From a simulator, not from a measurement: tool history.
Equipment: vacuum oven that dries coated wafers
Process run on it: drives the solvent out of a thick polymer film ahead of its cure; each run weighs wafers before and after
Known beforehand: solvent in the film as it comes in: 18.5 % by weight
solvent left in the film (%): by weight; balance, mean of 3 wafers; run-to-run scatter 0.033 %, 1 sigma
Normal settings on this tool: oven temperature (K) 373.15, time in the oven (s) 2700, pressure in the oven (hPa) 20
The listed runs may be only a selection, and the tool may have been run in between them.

| run | hour | oven temperature (K) | time in the oven (s) | pressure in the oven (hPa) | solvent left in the film (%) |
|---|---|---|---|---|---|
| 1 | 0 | 373.15 | 2700 | 20 | 1.93 |
| 2 | 78 | 373.15 | 2700 | 20 | 1.92 |
| 3 | 177.3 | 373.15 | 2700 | 20 | 1.97 |
| 4 | 295.5 | 373.15 | 2700 | 20 | 1.99 |
| 5 | 364.2 | 362.15 | 2700 | 20 | 4.62 |
| 6 | 427.8 | 362.15 | 2700 | 20 | 4.57 |
| 7 | 545.8 | 362.15 | 2700 | 20 | 4.61 |
| 8 | 614.2 | 362.15 | 2700 | 20 | 4.58 |
| 9 | 685.6 | 362.15 | 2700 | 20 | 4.46 |
|  | 780.8 | vacuum gauge cleaned of residue and calibrated |
| 10 | 780.8 | 365.15 | 2700 | 20 | 3.8 |
| 11 | 836.4 | 373.15 | 1500 | 20 | 3.46 |
| 12 | 902.2 | 373.15 | 1500 | 13 | 3.08 |
| 13 | 960.1 | 373.15 | 2700 | 20 | 2.13 |
| 14 | 1019.7 | 373.15 | 2700 | 53 | 4.01 |
|  | 1101.8 | vacuum gauge cleaned of residue and calibrated, once more |
| 15 | 1107.9 | 373.15 | 3660 | 20 | 1.26 |
| 16 | 1184.4 | 373.15 | 2700 | 20 | 1.41 |
| 17 | 1298.7 | 370.15 | 2700 | 20 | 1.8 |
| 18 | 1351 | 370.15 | 2700 | 20 | 1.79 |
| 19 | 1401.6 | 370.15 | 2700 | 20 | 1.82 |
| 20 | 1478.8 | 370.15 | 2700 | 20 | 1.83 |
|  | 1490.8 | oven's thermocouples calibrated |
| 21 | 1534.8 | 374.15 | 2700 | 20 | 1.73 |
| 22 | 1591.5 | 374.15 | 2700 | 20 | 1.71 |
| 23 | 1665 | 374.15 | 2700 | 20 | 1.74 |
| 24 | 1780.2 | 374.15 | 2700 | 20 | 1.7 |
| 25 | 1871.1 | 368.15 | 2700 | 55.2 | 5.33 |
| 26 | 1981.8 | 374.15 | 2940 | 36.4 | 2.64 |
| 27 | 2048.9 | 374.15 | 2940 | 36.4 | 2.62 |
| 28 | 2129.9 | 374.15 | 4020 | 36.4 | 2.42 |
| 29 | 2204.6 | 374.15 | 4020 | 36.4 | 2.47 |
| 30 | 2281.6 | 374.15 | 4020 | 36.4 | 2.44 |
| 31 | 2361.4 | 378.15 | 3120 | 36.4 | 2.12 |
| 32 | 2411.9 | 366.15 | 1500 | 11.7 | 5.33 |
| 33 | 2509.6 | 373.15 | 2700 | 56.9 | 4.06 |
| 34 | 2583.3 | 387.15 | 4620 | 39.3 | 1.68 |
| 35 | 2682.8 | 358.15 | 4620 | 20.6 | 4.05 |
| 36 | 2736.5 | 374.15 | 3840 | 70.2 | 4.36 |
| 37 | 2821.1 | 373.15 | 1380 | 12.1 | 3.23 |
| 38 | 2873.8 | 359.15 | 2700 | 61.5 | 8.83 |
| 39 | 2979.1 | 386.15 | 2580 | 20 | 1.05 |
| 40 | 3091.8 | 386.15 | 2580 | 20 | 1.04 |
| 41 | 3146.6 | 363.15 | 4260 | 20 | 2.82 |
| 42 | 3268.1 | 358.15 | 2400 | 13 | 5.73 |
|  | 3276.7 | oven's thermocouples calibrated |
| 43 | 3346.4 | 358.15 | 3120 | 16.3 | 5.8 |
| 44 | 3399.5 | 387.15 | 3420 | 16.3 | 0.98 |
|  | 3416.1 | vacuum gauge cleaned of residue and calibrated |
| 45 | 3472.3 | 376.15 | 2760 | 15 | 1.05 |
| 46 | 3538 | 365.15 | 2700 | 20 | 3.48 |
| 47 | 3647.2 | 378.15 | 2220 | 20.6 | 1.39 |

Below, each run's measurement less what the same run would have read without the hidden state. Both values contain the same run-to-run variation, but the gauge's scatter may not be the same in both:
What the log doesn't record here: true wafer temperature over the reading, C; true pressure over the reading, kPa; drift of the gauge itself on solvent_pct, %.
| run | solvent left in the film (%) |
|---|---|
| 1 | +0.17 |
| 2 | +0.18 |
| 3 | +0.17 |
| 4 | +0.17 |
| 5 | -0.05 |
| 6 | -0.07 |
| 7 | -0.11 |
| 8 | -0.13 |
| 9 | -0.15 |
| 10 | +0.19 |
| 11 | -0.05 |
| 12 | -0.04 |
| 13 | +0.38 |
| 14 | +0.21 |
| 15 | -0.21 |
| 16 | -0.36 |
| 17 | -0.53 |
| 18 | -0.53 |
| 19 | -0.54 |
| 20 | -0.54 |
| 21 | +0.13 |
| 22 | +0.13 |
| 23 | +0.13 |
| 24 | +0.13 |
| 25 | +0.1 |
| 26 | +0.12 |
| 27 | +0.12 |
| 28 | +0.16 |
| 29 | +0.16 |
| 30 | +0.17 |
| 31 | +0.14 |
| 32 | -0.18 |
| 33 | +0.01 |
| 34 | +0.14 |
| 35 | +0.05 |
| 36 | +0.06 |
| 37 | -0.26 |
| 38 | -0.35 |
| 39 | +0.21 |
| 40 | +0.22 |
| 41 | +0.1 |
| 42 | -0.44 |
| 43 | +0.64 |
| 44 | +0.34 |
| 45 | -0.03 |
| 46 | -0.16 |
| 47 | -0.05 |

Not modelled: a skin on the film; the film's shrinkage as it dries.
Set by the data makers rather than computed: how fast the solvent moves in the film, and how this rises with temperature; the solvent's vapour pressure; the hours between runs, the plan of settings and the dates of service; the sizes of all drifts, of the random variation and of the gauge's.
